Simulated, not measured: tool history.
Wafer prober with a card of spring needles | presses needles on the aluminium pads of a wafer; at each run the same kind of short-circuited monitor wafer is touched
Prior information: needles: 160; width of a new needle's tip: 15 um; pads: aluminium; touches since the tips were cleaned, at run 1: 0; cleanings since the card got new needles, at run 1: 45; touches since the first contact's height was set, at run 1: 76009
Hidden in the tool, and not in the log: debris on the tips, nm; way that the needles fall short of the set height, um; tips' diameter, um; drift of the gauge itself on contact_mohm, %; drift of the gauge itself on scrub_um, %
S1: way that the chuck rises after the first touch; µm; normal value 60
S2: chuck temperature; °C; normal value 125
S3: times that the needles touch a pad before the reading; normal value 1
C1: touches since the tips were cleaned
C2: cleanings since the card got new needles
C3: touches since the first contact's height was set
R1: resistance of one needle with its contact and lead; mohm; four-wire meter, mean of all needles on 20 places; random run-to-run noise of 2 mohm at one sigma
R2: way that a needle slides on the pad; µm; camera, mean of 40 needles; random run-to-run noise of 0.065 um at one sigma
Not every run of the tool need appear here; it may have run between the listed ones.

run    hour  S1   S2  S3    C1   C2      C3   R1     R2
  1     0.0  60  125   1     0   45   76009  213  14.81
       17.0  -- tips cleaned on abrasive film
  2    29.7  60  125   1  5078   46   87827  216  14.91
       33.5  -- tips cleaned on abrasive film
       50.3  -- tips cleaned on abrasive film
       67.3  -- tips cleaned on abrasive film
       84.4  -- tips cleaned on abrasive film
  3    89.8  60  125   1  2140   50  111712  217  14.85
      101.2  -- tips cleaned on abrasive film
      117.0  -- tips cleaned on abrasive film
  4   117.0  60  125   1     0   52  122528  214  14.87
      134.4  -- tips cleaned on abrasive film
  5   144.8  60  125   1  4139   53  133571  215  14.88
      151.0  -- tips cleaned on abrasive film
      168.8  -- tips cleaned on abrasive film
      186.8  -- tips cleaned on abrasive film
  6   197.7  60  125   1  4371   56  154620  214  14.83
      204.9  -- tips cleaned on abrasive film
      222.3  -- tips cleaned on abrasive film
      240.6  -- tips cleaned on abrasive film
      255.9  -- tips cleaned on abrasive film
  7   255.9  60  125   1     0   60  177718  215  14.83
      274.8  -- tips cleaned on abrasive film
      292.0  -- tips cleaned on abrasive film
  8   298.3  60  125   1  2536   62  194605  212  14.88
      309.5  -- tips cleaned on abrasive film
      324.7  -- tips cleaned on abrasive film
      343.4  -- tips cleaned on abrasive film
  9   346.1  60  125   1  1093   65  213615  216  14.89
      360.1  -- tips cleaned on abrasive film
      367.9  -- height of the first contact set anew
      375.6  -- tips cleaned on abrasive film
      393.5  -- tips cleaned on abrasive film
 10   394.5  60  125   1   375   68   10521  213  14.98
      411.4  -- tips cleaned on abrasive film
      427.7  -- tips cleaned on abrasive film
 11   427.7  60  125   1     0   70   23749  217  14.99
      445.8  -- tips cleaned on abrasive film
      462.0  -- tips cleaned on abrasive film
 12   463.9  60  125   1   773   72   38134  214  14.93
      479.1  -- tips cleaned on abrasive film
      497.2  -- tips cleaned on abrasive film
 13   512.3  60  125   1  6029   74   57403  216  14.88
      515.0  -- tips cleaned on abrasive film
      532.7  -- tips cleaned on abrasive film
      550.3  -- tips cleaned on abrasive film
 14   562.6  60  125   1  4908   77   77399  215  14.95
      566.3  -- tips cleaned on abrasive film
      584.5  -- tips cleaned on abrasive film
 15   588.2  60  125   1  1468   79   87541  215  14.92
      602.2  -- tips cleaned on abrasive film
      620.7  -- tips cleaned on abrasive film
 16   622.1  52  125   2   562   81  101028  216  12.78
      639.6  -- tips cleaned on abrasive film
      657.6  -- tips cleaned on abrasive film
      675.3  -- tips cleaned on abrasive film
 17   679.0  72  125   1  1472   84  123651  213  17.77
      694.2  -- tips cleaned on abrasive film
      712.3  -- tips cleaned on abrasive film
      730.3  -- tips cleaned on abrasive film
 18   740.1  60  125   1  3929   87  147984  214  14.78
      747.6  -- tips cleaned on abrasive film
      765.0  -- tips cleaned on abrasive film
      783.0  -- tips cleaned on abrasive film
      799.1  -- tips cleaned on abrasive film
 19   799.1  60  125   1     0   91  171405  214  14.86
      815.5  -- tips cleaned on abrasive film
      832.8  -- tips cleaned on abrasive film
 20   832.8  74  125   3     0   93  184794  214  18.38
      850.5  -- tips cleaned on abrasive film
      866.6  -- tips cleaned on abrasive film
 21   869.6  41   97   2  1207   95  199429  215  10.24
      883.8  -- tips cleaned on abrasive film
      900.1  -- tips cleaned on abrasive film
 22   902.0  41   40   2   743   97  212290  199  10.20
      919.0  -- tips cleaned on abrasive film
      926.3  -- height of the first contact set anew
 23   933.7  60   85   1  5743   98    2931  207  14.80
      937.5  -- tips cleaned on abrasive film
      952.7  -- tips cleaned on abrasive film
      970.0  -- tips cleaned on abrasive film
 24   970.0  60   69   3     0  101   17346  201  14.93
      986.0  -- tips cleaned on abrasive film
     1003.6  -- tips cleaned on abrasive film
 25  1015.7  51  115   3  4857  103   35549  213  12.65
     1022.5  -- tips cleaned on abrasive film
     1040.2  -- tips cleaned on abrasive film
 26  1047.0  51  115   3  2708  105   47963  219  12.68
     1057.4  -- tips cleaned on abrasive film
     1075.7  -- tips cleaned on abrasive film
     1092.4  -- tips cleaned on abrasive film
 27  1097.5  51  115   3  2030  108   68055  217  12.60

Predict each of these 3 candidate next runs independently; none follows another, all start after run 27:
     1108.9  -- tips cleaned on abrasive film
     1124.8  -- tips cleaned on abrasive film
     1140.2  -- tips cleaned on abrasive film
  A  1153.7  51  38   3  5397  111  90405   ?   ?
     1108.9  -- tips cleaned on abrasive film
     1124.8  -- tips cleaned on abrasive film
     1140.2  -- tips cleaned on abrasive film
  B  1153.7  51  25   1  5397  111  90405   ?   ?
     1108.9  -- tips cleaned on abrasive film
     1124.8  -- tips cleaned on abrasive film
     1140.2  -- tips cleaned on abrasive film
  C  1153.7  65  84   1  5397  111  90405   ?   ?

run   R1     R2
  A  201  12.69
  B  196  12.76
  C  205  16.02
Had the tool no hidden state, the same runs would have come out as:
run   R1     R2
  A  200  12.69
  B  195  12.76
  C  205  16.02
